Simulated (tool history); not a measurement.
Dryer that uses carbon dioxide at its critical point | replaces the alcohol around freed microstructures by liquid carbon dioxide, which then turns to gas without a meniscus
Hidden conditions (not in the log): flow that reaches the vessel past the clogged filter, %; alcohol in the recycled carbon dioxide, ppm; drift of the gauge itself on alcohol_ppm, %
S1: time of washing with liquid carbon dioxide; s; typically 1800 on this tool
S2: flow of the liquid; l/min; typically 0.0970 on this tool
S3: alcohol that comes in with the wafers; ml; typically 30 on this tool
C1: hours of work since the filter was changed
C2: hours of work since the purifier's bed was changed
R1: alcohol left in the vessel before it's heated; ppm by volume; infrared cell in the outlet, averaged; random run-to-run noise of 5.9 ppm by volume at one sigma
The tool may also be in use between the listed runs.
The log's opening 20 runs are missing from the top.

run   hour    S1      S2  S3   C1   C2    R1
 21  229.3  1800  0.0970  46  396  224   534
 22  238.9  1800  0.0970  46  401  229   548
 23  249.1  1140  0.0985  73  407  235  5119
 24  262.0  2220  0.1335  86  414  241    80
     270.3  -- inlet filter changed
 25  270.6  2220  0.1335  86    0  245    58
 26  278.1  2220  0.1335  86    4  249    65
 27  293.3  2160  0.0970  66   12  257   212
 28  306.9  1320  0.0970  93   19  265  3082
 29  314.0  1320  0.0970  93   23  268  3181
 30  327.4  1320  0.0970  93   30  276  3093
 31  336.1  1200  0.0970  35   35  280  1728
 32  342.8  1200  0.0970  35   38  284  1773
 33  350.9  1620  0.0970  31   43  288   482
 34  363.4  1800  0.1184  41   49  295   149
 35  378.0  1800  0.0970  74   57  302   639
 36  388.2  1800  0.0970  74   63  308   615
 37  400.7  1800  0.0970  74   69  314   631
 38  411.9  1680  0.0626  89   75  320  6083
 39  421.0  2700  0.0812  37   80  325   120
 40  430.9  2700  0.0812  37   85  331   128
 41  442.3  2700  0.0812  37   91  337   135
 42  453.4  1680  0.1629  24   97  342    70
 43  464.0  1680  0.1629  24  103  348    77

Alternative continuations, all from the tool just after run 43; predict every row:
  A  473.5  1800  0.0970  22  108  353   ?
  B  473.5  1440  0.0970  30  108  353   ?
  C  473.5  2040  0.0912  54  108  353   ?

run   R1
  A  250
  B  790
  C  362
Without the tool's unlogged condition, the same runs would have read:
run   R1
  A  159
  B  642
  C  252
